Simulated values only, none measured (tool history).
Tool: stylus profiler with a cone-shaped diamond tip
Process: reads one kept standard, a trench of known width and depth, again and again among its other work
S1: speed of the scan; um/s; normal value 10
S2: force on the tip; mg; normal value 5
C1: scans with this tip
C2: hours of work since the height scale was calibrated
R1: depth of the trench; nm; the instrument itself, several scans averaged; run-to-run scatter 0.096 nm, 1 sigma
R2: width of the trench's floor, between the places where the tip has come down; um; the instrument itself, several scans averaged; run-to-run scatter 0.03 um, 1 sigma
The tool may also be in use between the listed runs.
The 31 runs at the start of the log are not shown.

run,hour,S1,S2,C1,C2,R1,R2
32,2876.3,12,7.62,8805,850,102.61,18.36
33,2947,12,7.62,9016,900,102.7,18.35
34,3033.8,4,7.79,9274,961,102.69,18.36
35,3100.5,6,5.7,9473,1007,102.25,18.41
36,3221.9,35,5,9835,1093,101.96,18.22
37,3356.8,7,12.01,10237,1187,103.55,18.35
# hour 3450.2: height scale calibrated on a step standard
38,3478.1,8,2.37,10597,20,101.08,18.31
39,3585.9,4,5.07,10919,95,101.78,18.33
40,3660.8,9,5,11142,148,101.75,18.33
41,3747.5,5,7.09,11400,209,102.26,18.27
42,3871.2,3,5,11769,296,101.99,18.33
43,3954.7,4,12.06,12018,354,103.3,18.31
44,4042.2,4,12.06,12279,416,103.25,18.28
45,4131.5,6,7.33,12545,478,102.45,18.27

4 ways to go on from here, each from the tool as it stands after run 45. What would each give?
A,4224.1,15,6.7,12821,543,?,?
B,4224.1,5,2.24,12821,543,?,?
C,4224.1,4,3.02,12821,543,?,?
D,4224.1,2,11.11,12821,543,?,?

run,R1,R2
A,102.46,18.24
B,101.17,18.23
C,101.35,18.31
D,103.27,18.27
With no hidden state in the tool, these same runs would have given:
run,R1,R2
A,102.25,18.7
B,100.97,18.69
C,101.14,18.76
D,103.07,18.72
